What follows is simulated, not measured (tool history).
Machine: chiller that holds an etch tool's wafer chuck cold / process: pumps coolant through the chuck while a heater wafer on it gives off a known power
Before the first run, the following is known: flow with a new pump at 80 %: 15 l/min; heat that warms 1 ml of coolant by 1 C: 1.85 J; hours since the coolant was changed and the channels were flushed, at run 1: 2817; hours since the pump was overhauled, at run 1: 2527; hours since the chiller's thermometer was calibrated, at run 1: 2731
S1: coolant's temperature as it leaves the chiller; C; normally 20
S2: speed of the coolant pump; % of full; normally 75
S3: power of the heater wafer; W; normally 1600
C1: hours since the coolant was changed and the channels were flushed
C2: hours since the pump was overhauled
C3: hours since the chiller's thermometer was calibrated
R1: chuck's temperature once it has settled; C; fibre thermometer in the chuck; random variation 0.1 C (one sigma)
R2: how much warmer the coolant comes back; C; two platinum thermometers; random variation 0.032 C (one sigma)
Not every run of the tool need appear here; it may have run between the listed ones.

Run 1, hour 0.0: usual settings; C1 2817; C2 2527; C3 2731. Result: R1 32.7 C, R2 3.98 C.
Run 2, hour 52.9: usual settings but S3 847 W; C1 2870; C2 2580; C3 2784. Result: R1 26.8 C, R2 2.15 C.
Run 3, hour 123.3: usual settings but S3 847 W; C1 2940; C2 2650; C3 2854. Result: R1 26.9 C, R2 2.16 C.
Run 4, hour 157.6: usual settings; C1 2975; C2 2685; C3 2889. Result: R1 32.9 C, R2 3.99 C.
Run 5, hour 204.8: usual settings but S1 17 C; C1 3022; C2 2732; C3 2936. Result: R1 29.9 C, R2 4.06 C.
Run 6, hour 271.6: usual settings but S1 17 C; C1 3089; C2 2799; C3 3003. Result: R1 30.0 C, R2 4.07 C.
Run 7, hour 343.4: usual settings but S1 17 C; C1 3160; C2 2870; C3 3074. Result: R1 30.0 C, R2 4.02 C.
Run 8, hour 415.4: usual settings but S1 11 C; C1 3232; C2 2942; C3 3146. Result: R1 24.1 C, R2 4.06 C.
Run 9, hour 479.2: usual settings but S3 1055 W; C1 3296; C2 3006; C3 3210. Result: R1 28.6 C, R2 2.68 C.
Run 10, hour 512.2: usual settings but S1 28 C, S2 82 % of full, S3 917 W; C1 3329; C2 3039; C3 3243. Result: R1 35.3 C, R2 2.04 C.
Run 11, hour 572.7: usual settings but S1 28 C, S2 82 % of full, S3 917 W; C1 3390; C2 3100; C3 3304. Result: R1 35.2 C, R2 2.16 C.
Run 12, hour 622.1: usual settings but S1 12 C, S2 72 % of full, S3 1370 W; C1 3439; C2 3149; C3 3353. Result: R1 23.7 C, R2 3.66 C.
Run 13, hour 686.6: usual settings but S3 1587 W; C1 3504; C2 3214; C3 3418. Result: R1 33.3 C, R2 4.09 C.
Run 14, hour 757.4: usual settings but S1 23 C, S2 74 % of full, S3 2232 W; C1 3575; C2 3284; C3 3488. Result: R1 41.5 C, R2 5.81 C.
Run 15, hour 789.5: usual settings but S1 23 C, S2 97 % of full, S3 1249 W; C1 3607; C2 3317; C3 3521. Result: R1 31.7 C, R2 2.36 C.

Consider 3 possible next runs. They are alternatives, not a sequence: every one starts from the tool as it was left by run 15. What does each give?
Run A, hour 854.7: usual settings but S1 15 C, S2 97 % of full, S3 1249 W; C1 3672; C2 3382; C3 3586. Result: R1 ?, R2 ?.
Run B, hour 854.7: usual settings but S1 27 C, S2 94 % of full, S3 1495 W; C1 3672; C2 3382; C3 3586. Result: R1 ?, R2 ?.
Run C, hour 854.7: usual settings but S1 13 C, S3 1247 W; C1 3672; C2 3382; C3 3586. Result: R1 ?, R2 ?.

run    R1    R2
  A  23.6  2.36
  B  37.6  3.04
  C  23.5  3.16
With no hidden state in the tool, these same runs would have given:
run    R1    R2
  A  21.9  2.13
  B  35.7  2.75
  C  21.6  2.85
